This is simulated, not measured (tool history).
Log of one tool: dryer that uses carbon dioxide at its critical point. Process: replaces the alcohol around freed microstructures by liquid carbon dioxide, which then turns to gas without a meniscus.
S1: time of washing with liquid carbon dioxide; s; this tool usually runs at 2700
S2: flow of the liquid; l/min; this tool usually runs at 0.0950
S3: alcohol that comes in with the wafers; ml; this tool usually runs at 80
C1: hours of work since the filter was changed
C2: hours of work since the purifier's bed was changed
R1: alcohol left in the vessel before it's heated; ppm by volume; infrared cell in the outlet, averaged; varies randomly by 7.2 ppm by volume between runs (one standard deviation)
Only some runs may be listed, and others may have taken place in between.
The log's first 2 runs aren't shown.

run   hour    S1      S2   S3   C1   C2    R1
  3   48.2  2700  0.0731   80  130  590  2121
  4   75.2  2700  0.0950   80  144  603   678
  5  104.1  2700  0.0950   80  158  618   713
  6  137.9  2700  0.0950   80  176  635   750
  7  175.1  2700  0.0950   80  194  654   801
  8  203.5  2700  0.0950   58  209  668   619
  9  229.9  2700  0.0950   58  222  682   660
 10  248.1  2700  0.0950   58  231  691   673
 11  272.1  2700  0.0950   58  244  703   706
 12  303.1  2700  0.0950   58  259  719   700
 13  331.6  2700  0.0795   80  274  733  2116
     345.9  -- inlet filter changed
 14  358.8  2700  0.0795   80    7  747  1165
 15  379.6  2700  0.0795   80   17  757  1223
 16  403.8  2700  0.1135   80   29  769   291
 17  439.2  2700  0.0950   34   47  787   348
 18  476.1  2700  0.0723   80   66  806  2025
 19  499.5  2700  0.0723   80   78  818  2160
 20  536.7  2700  0.0723   80   97  837  2205
 21  553.0  2280  0.0950   80  105  845  1380
 22  585.1  2940  0.0950   80  121  861   497
 23  623.3  2700  0.0950  111  141  881   930

Run 24 has not been measured yet. What should we expect?
 24  643.7  2940  0.0718  91  151  891   ?

R1: 1985 ppm by volume
Minus the tool's unlogged condition, the same run would have read R1 1191 ppm by volume.
